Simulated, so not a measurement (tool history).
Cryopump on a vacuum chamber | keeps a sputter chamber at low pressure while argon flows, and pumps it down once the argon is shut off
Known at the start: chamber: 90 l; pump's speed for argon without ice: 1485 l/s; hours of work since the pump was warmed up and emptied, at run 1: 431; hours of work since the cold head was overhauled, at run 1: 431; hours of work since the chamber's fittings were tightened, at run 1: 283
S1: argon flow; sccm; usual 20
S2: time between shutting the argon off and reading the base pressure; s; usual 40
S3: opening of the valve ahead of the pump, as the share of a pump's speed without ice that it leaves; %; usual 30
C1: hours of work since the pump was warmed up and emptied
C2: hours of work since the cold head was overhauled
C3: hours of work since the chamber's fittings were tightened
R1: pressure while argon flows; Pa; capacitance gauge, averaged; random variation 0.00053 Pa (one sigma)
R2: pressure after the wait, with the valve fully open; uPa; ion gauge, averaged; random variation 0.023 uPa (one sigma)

run 1 day=0.000 | S1=20 S2=40 S3=30 | C1=431 C2=431 C3=283 | R1=0.0807 R2=1.17
run 2 day=0.725 | S1=20 S2=40 S3=30 | C1=442 C2=442 C3=295 | R1=0.0818 R2=1.18
run 3 day=1.492 | S1=20 S2=40 S3=16 | C1=454 C2=454 C3=307 | R1=0.1483 R2=1.20
run 4 day=2.321 | S1=35 S2=40 S3=16 | C1=467 C2=467 C3=320 | R1=0.2596 R2=1.21
run 5 day=2.796 | S1=20 S2=40 S3=30 | C1=474 C2=474 C3=327 | R1=0.0821 R2=1.22
run 6 day=3.458 | S1=20 S2=40 S3=30 | C1=485 C2=485 C3=337 | R1=0.0825 R2=1.24
run 7 day=4.171 | S1=11 S2=40 S3=30 | C1=496 C2=496 C3=348 | R1=0.0452 R2=1.26
run 8 day=4.708 | S1=20 S2=40 S3=30 | C1=504 C2=504 C3=357 | R1=0.0829 R2=1.25
-- day=5.246 pump warmed up, emptied and cooled again
run 9 day=5.704 | S1=20 S2=156 S3=30 | C1=7 C2=516 C3=369 | R1=0.0760 R2=0.68
run 10 day=6.500 | S1=20 S2=40 S3=20 | C1=19 C2=529 C3=381 | R1=0.1144 R2=1.07
run 11 day=7.050 | S1=20 S2=40 S3=30 | C1=28 C2=537 C3=390 | R1=0.0770 R2=1.13
run 12 day=7.721 | S1=20 S2=71 S3=30 | C1=39 C2=548 C3=400 | R1=0.0773 R2=0.93
run 13 day=8.646 | S1=12 S2=85 S3=57 | C1=53 C2=562 C3=415 | R1=0.0253 R2=0.89
run 14 day=9.375 | S1=9 S2=82 S3=17 | C1=64 C2=574 C3=426 | R1=0.0611 R2=0.92
run 15 day=9.817 | S1=9 S2=82 S3=17 | C1=71 C2=580 C3=433 | R1=0.0605 R2=0.91
run 16 day=10.275 | S1=8 S2=29 S3=48 | C1=78 C2=588 C3=440 | R1=0.0189 R2=1.41
run 17 day=10.958 | S1=8 S2=29 S3=48 | C1=89 C2=598 C3=451 | R1=0.0187 R2=1.45
run 18 day=11.804 | S1=8 S2=29 S3=48 | C1=102 C2=611 C3=464 | R1=0.0198 R2=1.45
run 19 day=12.196 | S1=26 S2=40 S3=17 | C1=108 C2=617 C3=470 | R1=0.1761 R2=1.32
run 20 day=12.767 | S1=18 S2=112 S3=30 | C1=117 C2=626 C3=479 | R1=0.0693 R2=0.87
run 21 day=13.158 | S1=28 S2=40 S3=22 | C1=123 C2=632 C3=485 | R1=0.1473 R2=1.25
run 22 day=13.638 | S1=35 S2=132 S3=41 | C1=131 C2=640 C3=492 | R1=0.1007 R2=0.88

Forecast each of these 5 alternatives for the next run:
run A day=14.017 | S1=12 S2=35 S3=52 | C1=137 C2=646 C3=498 | R1=? R2=?
run B day=14.017 | S1=35 S2=22 S3=41 | C1=137 C2=646 C3=498 | R1=? R2=?
run C day=14.017 | S1=35 S2=28 S3=41 | C1=137 C2=646 C3=498 | R1=? R2=?
run D day=14.017 | S1=8 S2=24 S3=26 | C1=137 C2=646 C3=498 | R1=? R2=?
run E day=14.017 | S1=35 S2=104 S3=41 | C1=137 C2=646 C3=498 | R1=? R2=?

run=A R1=0.0273 R2=1.33
run=B R1=0.1002 R2=1.76
run=C R1=0.0991 R2=1.52
run=D R1=0.0353 R2=1.66
run=E R1=0.1002 R2=0.95
Without the tool's hidden state the same runs would have given:
run=A R1=0.0264 R2=0.81
run=B R1=0.0975 R2=1.24
run=C R1=0.0964 R2=1.01
run=D R1=0.0347 R2=1.16
run=E R1=0.0975 R2=0.43
